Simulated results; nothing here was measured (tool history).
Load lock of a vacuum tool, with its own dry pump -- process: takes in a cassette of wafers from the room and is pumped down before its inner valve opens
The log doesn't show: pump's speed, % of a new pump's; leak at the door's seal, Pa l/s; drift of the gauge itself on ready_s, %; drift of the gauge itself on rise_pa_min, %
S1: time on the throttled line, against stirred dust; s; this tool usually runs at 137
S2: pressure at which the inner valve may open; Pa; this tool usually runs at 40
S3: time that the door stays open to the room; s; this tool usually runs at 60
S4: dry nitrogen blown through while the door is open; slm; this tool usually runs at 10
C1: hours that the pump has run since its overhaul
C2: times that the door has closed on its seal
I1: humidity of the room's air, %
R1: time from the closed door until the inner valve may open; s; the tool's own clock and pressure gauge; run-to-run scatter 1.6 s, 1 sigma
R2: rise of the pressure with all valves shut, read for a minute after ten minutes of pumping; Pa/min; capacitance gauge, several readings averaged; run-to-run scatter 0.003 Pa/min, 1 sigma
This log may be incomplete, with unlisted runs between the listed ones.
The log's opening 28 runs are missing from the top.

Run 29, hour 6835.8: usual settings but S3 117 s; C1 16661; C2 34248; I1 44.9. Result: R1 269.7 s, R2 0.397 Pa/min.
Run 30, hour 7115.6: usual settings but S3 117 s; C1 16941; C2 35443; I1 44.5. Result: R1 269.8 s, R2 0.413 Pa/min.
Run 31, hour 7400.1: usual settings but S1 90 s, S2 34 Pa, S3 83 s, S4 12 slm; C1 17225; C2 36658; I1 43.0. Result: R1 240.4 s, R2 0.433 Pa/min.
Run 32, hour 7756.6: usual settings but S1 90 s, S2 34 Pa, S3 83 s, S4 12 slm; C1 17582; C2 38180; I1 42.2. Result: R1 239.0 s, R2 0.454 Pa/min.
Run 33, hour 7956.7: usual settings but S1 195 s, S2 51 Pa, S3 92 s, S4 8 slm; C1 17782; C2 39034; I1 47.2. Result: R1 304.1 s, R2 0.482 Pa/min.
Run 34, hour 8150.1: usual settings but S1 113 s, S2 62 Pa, S4 7 slm; C1 17975; C2 39860; I1 48.6. Result: R1 243.1 s, R2 0.492 Pa/min.
Run 35, hour 8382.8: usual settings but S1 192 s, S2 59 Pa, S3 187 s, S4 7 slm; C1 18208; C2 40854; I1 43.4. Result: R1 299.1 s, R2 0.533 Pa/min.
Run 36, hour 8727.2: usual settings but S1 192 s, S2 59 Pa, S3 187 s, S4 7 slm; C1 18553; C2 42325; I1 42.6. Result: R1 297.2 s, R2 0.564 Pa/min.

5 ways to go on from here, each from the tool as it stands after run 36. What would each give?
Run A, hour 9051.9: usual settings but S2 70 Pa; C1 18877; C2 43711; I1 44.8. Result: R1 ?, R2 ?.
Run B, hour 9051.9: usual settings but S1 231 s, S3 159 s, S4 4 slm; C1 18877; C2 43711; I1 48.2. Result: R1 ?, R2 ?.
Run C, hour 9051.9: usual settings but S1 70 s, S2 33 Pa, S4 30 slm; C1 18877; C2 43711; I1 46.0. Result: R1 ?, R2 ?.
Run D, hour 9051.9: usual settings but S1 111 s, S3 193 s, S4 25 slm; C1 18877; C2 43711; I1 45.5. Result: R1 ?, R2 ?.
Run E, hour 9051.9: usual settings but S1 231 s, S2 29 Pa, S3 129 s, S4 7 slm; C1 18877; C2 43711; I1 45.4. Result: R1 ?, R2 ?.

run     R1     R2
  A  258.6  0.557
  B  334.0  0.602
  C  227.3  0.559
  D  253.5  0.581
  E  345.1  0.581
With no hidden state in the tool, these same runs would have given:
run     R1     R2
  A  244.7  0.021
  B  322.2  0.052
  C  209.3  0.016
  D  237.2  0.041
  E  332.4  0.038

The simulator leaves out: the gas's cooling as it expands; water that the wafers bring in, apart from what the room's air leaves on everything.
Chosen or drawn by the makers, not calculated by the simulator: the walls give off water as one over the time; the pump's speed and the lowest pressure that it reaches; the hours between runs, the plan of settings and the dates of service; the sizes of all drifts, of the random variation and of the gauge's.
